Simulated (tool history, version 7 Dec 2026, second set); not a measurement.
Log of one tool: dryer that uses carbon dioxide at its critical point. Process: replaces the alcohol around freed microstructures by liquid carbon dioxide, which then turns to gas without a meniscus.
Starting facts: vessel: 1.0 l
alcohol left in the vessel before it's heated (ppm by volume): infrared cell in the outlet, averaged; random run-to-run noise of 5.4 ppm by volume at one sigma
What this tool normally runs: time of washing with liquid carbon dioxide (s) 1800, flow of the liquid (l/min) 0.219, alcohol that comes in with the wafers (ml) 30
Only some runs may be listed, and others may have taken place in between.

run	hour	time of washing with liquid carbon dioxide (s)	flow of the liquid (l/min)	alcohol that comes in with the wafers (ml)	alcohol left in the vessel before it's heated (ppm by volume)
1	0	1800	0.219	30	257
2	14.4	1800	0.131	30	1778
3	25.7	2160	0.219	30	115
4	36.9	1800	0.219	87	709
5	54.8	1800	0.219	30	276
6	73.5	1800	0.219	30	275
7	85	1800	0.219	30	284
8	104.1	1800	0.219	30	291
9	113.2	1800	0.219	30	299
10	121.9	1800	0.219	30	298
11	137.3	2820	0.219	30	51
12	145.2	2820	0.219	30	61
13	154.4	2820	0.219	30	41
14	169.1	2820	0.219	30	58
15	181.6	2820	0.219	30	53
16	190.1	1800	0.219	57	597
17	197.8	1800	0.219	57	601
18	212.6	1800	0.219	57	628
19	225.4	1800	0.219	57	608
20	236.3	1800	0.219	30	342
21	249	1800	0.219	30	351
22	263.2	1800	0.219	30	377
23	276.8	1800	0.219	30	369
24	294.6	1740	0.206	85	1473
# hour 301.1: inlet filter changed
25	303.3	1740	0.206	85	693
26	319.4	2040	0.325	25	37
27	330.5	2040	0.325	25	48
28	347.1	1260	0.219	30	776
29	360.1	1200	0.219	30	911
30	378.8	1200	0.219	30	899
31	396.1	1800	0.219	82	469
32	406.6	1800	0.219	82	487
33	414.3	1800	0.219	26	197
34	426.7	1500	0.166	25	997
35	436.8	1500	0.166	25	1011
36	451.7	1380	0.166	23	1189

Run 37 has not been measured yet. What should we expect?
37	466	1380	0.206	48	?

{"run 37": {"alcohol left in the vessel before it's heated (ppm by volume)": 1242}}
Minus the tool's unlogged condition, the same run would have read alcohol left in the vessel before it's heated (ppm by volume) 1004.
